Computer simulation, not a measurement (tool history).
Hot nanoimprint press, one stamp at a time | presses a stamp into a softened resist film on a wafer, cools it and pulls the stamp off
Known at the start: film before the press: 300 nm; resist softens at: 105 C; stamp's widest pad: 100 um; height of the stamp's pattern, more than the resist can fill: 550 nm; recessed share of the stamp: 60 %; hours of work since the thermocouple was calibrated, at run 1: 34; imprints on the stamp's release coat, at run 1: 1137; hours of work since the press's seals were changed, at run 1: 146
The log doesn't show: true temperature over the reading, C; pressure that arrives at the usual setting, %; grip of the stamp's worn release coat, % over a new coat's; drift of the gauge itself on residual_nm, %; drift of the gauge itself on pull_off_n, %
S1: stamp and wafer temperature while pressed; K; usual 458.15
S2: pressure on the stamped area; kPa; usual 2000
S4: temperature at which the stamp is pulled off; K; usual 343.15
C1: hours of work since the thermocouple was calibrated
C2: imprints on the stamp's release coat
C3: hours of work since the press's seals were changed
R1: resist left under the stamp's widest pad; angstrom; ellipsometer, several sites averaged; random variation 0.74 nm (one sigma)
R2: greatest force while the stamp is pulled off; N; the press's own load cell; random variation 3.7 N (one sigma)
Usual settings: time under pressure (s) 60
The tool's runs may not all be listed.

Run 1, hour 0.0: usual settings; C1 34; C2 1137; C3 146. Result: R1 1454 angstrom, R2 226 N.
Run 2, hour 15.0: usual settings; C1 42; C2 1164; C3 155. Result: R1 1438 angstrom, R2 216 N.
Run 3, hour 26.9: usual settings; C1 49; C2 1186; C3 162. Result: R1 1457 angstrom, R2 214 N.
Run 4, hour 41.4: usual settings but S2 1450 kPa; C1 58; C2 1212; C3 170. Result: R1 1652 angstrom, R2 224 N.
Run 5, hour 50.1: usual settings but S2 1450 kPa; C1 63; C2 1228; C3 175. Result: R1 1655 angstrom, R2 217 N.
Run 6, hour 57.7: usual settings but S2 1450 kPa; C1 67; C2 1242; C3 180. Result: R1 1649 angstrom, R2 216 N.
Run 7, hour 72.2: usual settings but time under pressure (s) 111; C1 76; C2 1268; C3 188. Result: R1 1134 angstrom, R2 225 N.
Run 8, hour 88.0: usual settings but S2 1890 kPa, time under pressure (s) 111; C1 85; C2 1296; C3 198. Result: R1 1176 angstrom, R2 230 N.
Run 9, hour 98.7: usual settings; C1 91; C2 1316; C3 204. Result: R1 1438 angstrom, R2 217 N.
Run 10, hour 109.7: usual settings; C1 98; C2 1335; C3 210. Result: R1 1441 angstrom, R2 232 N.
Run 11, hour 123.8: usual settings but S4 346.15 K; C1 106; C2 1361; C3 218. Result: R1 1427 angstrom, R2 210 N.
Run 12, hour 136.0: usual settings but S4 346.15 K; C1 113; C2 1383; C3 226. Result: R1 1437 angstrom, R2 216 N.
Run 13, hour 151.6: usual settings but S1 456.15 K; C1 122; C2 1411; C3 235. Result: R1 1558 angstrom, R2 231 N.
Run 14, hour 164.7: usual settings; C1 130; C2 1435; C3 242. Result: R1 1420 angstrom, R2 226 N.
Run 15, hour 177.3: usual settings but S1 454.15 K, time under pressure (s) 50, S4 346.15 K; C1 137; C2 1457; C3 250. Result: R1 1765 angstrom, R2 213 N.

The next listed run, before its measurement:
Run 16, hour 191.8: usual settings but S1 454.15 K, time under pressure (s) 50, S4 346.15 K; C1 146; C2 1484; C3 258. Result: R1 ?, R2 ?.

Run 16 gave R1 1780 angstrom, R2 214 N.
Without the tool's hidden state the same run would have given R1 1819 angstrom, R2 187 N.
